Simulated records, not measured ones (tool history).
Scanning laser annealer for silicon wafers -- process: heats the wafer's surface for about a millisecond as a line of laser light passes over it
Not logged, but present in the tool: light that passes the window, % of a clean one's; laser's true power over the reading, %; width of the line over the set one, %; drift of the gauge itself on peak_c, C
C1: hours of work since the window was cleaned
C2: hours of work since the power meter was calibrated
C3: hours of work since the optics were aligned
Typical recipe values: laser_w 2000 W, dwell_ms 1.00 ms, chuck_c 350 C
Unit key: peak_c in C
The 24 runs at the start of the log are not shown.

{"run": 25, "day": 25.496, "laser_w": 2000, "dwell_ms": 1.0, "chuck_c": 386, "C1": 27, "C2": 495, "C3": 18, "peak_c": 1065}
{"run": 26, "day": 26.096, "laser_w": 2000, "dwell_ms": 1.0, "chuck_c": 386, "C1": 34, "C2": 502, "C3": 24, "peak_c": 1065}
{"run": 27, "day": 26.754, "laser_w": 2000, "dwell_ms": 1.0, "chuck_c": 386, "C1": 41, "C2": 509, "C3": 31, "peak_c": 1061}
{"run": 28, "day": 27.654, "laser_w": 1944, "dwell_ms": 1.06, "chuck_c": 385, "C1": 51, "C2": 519, "C3": 41, "peak_c": 1056}
{"run": 29, "day": 29.088, "laser_w": 1811, "dwell_ms": 0.94, "chuck_c": 328, "C1": 66, "C2": 535, "C3": 57, "peak_c": 894}
{"run": 30, "day": 30.512, "laser_w": 2156, "dwell_ms": 0.85, "chuck_c": 365, "C1": 82, "C2": 551, "C3": 73, "peak_c": 1041}
{"run": 31, "day": 31.3, "laser_w": 2156, "dwell_ms": 0.85, "chuck_c": 365, "C1": 91, "C2": 559, "C3": 82, "peak_c": 1042}
{"run": 32, "day": 32.262, "laser_w": 1974, "dwell_ms": 1.09, "chuck_c": 365, "C1": 101, "C2": 570, "C3": 92, "peak_c": 1059}
{"day": 32.971, "done": "optics aligned, line set to its width, once more"}
{"run": 33, "day": 33.158, "laser_w": 1985, "dwell_ms": 0.76, "chuck_c": 375, "C1": 109, "C2": 577, "C3": 2, "peak_c": 959}
{"run": 34, "day": 34.625, "laser_w": 1932, "dwell_ms": 1.1, "chuck_c": 371, "C1": 125, "C2": 594, "C3": 18, "peak_c": 1066}
{"run": 35, "day": 35.554, "laser_w": 1807, "dwell_ms": 1.1, "chuck_c": 367, "C1": 135, "C2": 604, "C3": 28, "peak_c": 1006}
{"run": 36, "day": 36.992, "laser_w": 1807, "dwell_ms": 1.1, "chuck_c": 367, "C1": 151, "C2": 620, "C3": 44, "peak_c": 1002}
{"run": 37, "day": 37.733, "laser_w": 1915, "dwell_ms": 1.1, "chuck_c": 382, "C1": 159, "C2": 628, "C3": 52, "peak_c": 1067}
{"run": 38, "day": 38.429, "laser_w": 1915, "dwell_ms": 1.1, "chuck_c": 382, "C1": 167, "C2": 635, "C3": 60, "peak_c": 1069}
{"run": 39, "day": 39.183, "laser_w": 1838, "dwell_ms": 1.12, "chuck_c": 328, "C1": 175, "C2": 644, "C3": 68, "peak_c": 980}
{"run": 40, "day": 40.462, "laser_w": 2000, "dwell_ms": 1.01, "chuck_c": 350, "C1": 189, "C2": 658, "C3": 82, "peak_c": 1037}

5 ways to go on from here, each from the tool as it stands after run 40. What would each give?
{"run": "A", "day": 41.396, "laser_w": 2000, "dwell_ms": 1.01, "chuck_c": 389, "C1": 200, "C2": 668, "C3": 93, "peak_c": "?"}
{"run": "B", "day": 41.396, "laser_w": 2079, "dwell_ms": 0.93, "chuck_c": 350, "C1": 200, "C2": 668, "C3": 93, "peak_c": "?"}
{"run": "C", "day": 41.396, "laser_w": 2000, "dwell_ms": 0.71, "chuck_c": 333, "C1": 200, "C2": 668, "C3": 93, "peak_c": "?"}
{"run": "D", "day": 41.396, "laser_w": 2039, "dwell_ms": 0.73, "chuck_c": 312, "C1": 200, "C2": 668, "C3": 93, "peak_c": "?"}
{"run": "E", "day": 41.396, "laser_w": 1710, "dwell_ms": 1.17, "chuck_c": 388, "C1": 200, "C2": 668, "C3": 93, "peak_c": "?"}

run=A peak_c=1075
run=B peak_c=1037
run=C peak_c=890
run=D peak_c=895
run=E peak_c=991
Take away the tool's hidden state, keep each run's random variation, and the runs would have read:
run=A peak_c=1096
run=B peak_c=1058
run=C peak_c=907
run=D peak_c=914
run=E peak_c=1010
